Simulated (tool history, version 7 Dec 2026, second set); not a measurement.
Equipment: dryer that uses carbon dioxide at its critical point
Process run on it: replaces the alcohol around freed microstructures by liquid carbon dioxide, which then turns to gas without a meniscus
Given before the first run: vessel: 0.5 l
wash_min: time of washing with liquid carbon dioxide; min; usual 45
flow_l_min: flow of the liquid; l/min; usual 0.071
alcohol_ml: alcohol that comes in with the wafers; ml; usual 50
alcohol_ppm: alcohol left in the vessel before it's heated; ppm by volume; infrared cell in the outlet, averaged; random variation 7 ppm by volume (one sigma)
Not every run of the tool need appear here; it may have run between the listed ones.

run	hour	wash_min	flow_l_min	alcohol_ml	alcohol_ppm
1	0	45	0.071	50	421
2	15.3	45	0.071	23	225
3	46	45	0.071	50	449
4	73.2	30	0.071	50	2464
5	94.9	30	0.071	50	2417
6	121.2	45	0.071	61	519
7	147.5	45	0.071	61	534
8	172.3	45	0.071	61	545
9	201.3	65	0.071	61	123
10	215.8	65	0.071	24	101
11	229.1	65	0.071	24	98
12	244.7	65	0.071	24	118
13	262.1	45	0.071	65	620
14	276	45	0.071	65	622
15	297.5	45	0.071	65	617
16	319.5	45	0.071	65	627
17	333.6	45	0.0604	50	990
18	348.5	45	0.0604	50	1014
19	368.2	45	0.0604	50	1065
20	381.6	45	0.0604	50	1059
21	407.4	45	0.0604	50	1094
22	432.7	45	0.0604	50	1048
23	460.1	45	0.0604	50	1050
24	490.7	45	0.0604	50	1094
25	515.4	45	0.0604	50	1120
26	529.7	45	0.0588	54	1313
27	548.4	53	0.071	50	297
28	566.8	63	0.0647	62	253
29	583.9	49	0.1067	66	149
30	596.8	49	0.1067	66	157
31	617.8	28	0.071	50	3538
32	639.1	28	0.071	50	3503
33	655.7	35	0.0624	91	4831
34	669.7	35	0.0624	91	4649
35	684	35	0.0624	91	4562
36	704.5	56	0.071	35	241
37	718.4	45	0.0738	101	880
38	741.9	45	0.0477	32	1899
39	768.4	33	0.0563	69	6350
40	788.8	33	0.0563	69	6309
41	811.9	41	0.0475	24	2050
42	827.8	30	0.046	89	18214
43	854.2	32	0.0508	116	15655
44	871.8	29	0.0521	116	19134
45	893	59	0.071	37	240
46	907.1	45	0.1026	50	220
47	927.9	37	0.115	50	263

Each run again, without the hidden state but with its own random variation kept:
Hidden state at play: flow that reaches the vessel past the clogged filter, %; alcohol in the recycled carbon dioxide, ppm; drift of the gauge itself on alcohol_ppm, %.
run	alcohol_ppm
1	319
2	145
3	333
4	2169
5	2115
6	380
7	385
8	388
9	31
10	15
11	7
12	24
13	426
14	425
15	417
16	420
17	730
18	744
19	778
20	767
21	786
22	745
23	739
24	761
25	775
26	925
27	119
28	82
29	11
30	17
31	2766
32	2725
33	3698
34	3551
35	3469
36	64
37	501
38	1360
39	4955
40	4901
41	1482
42	15172
43	12563
44	15564
45	45
46	28
47	50
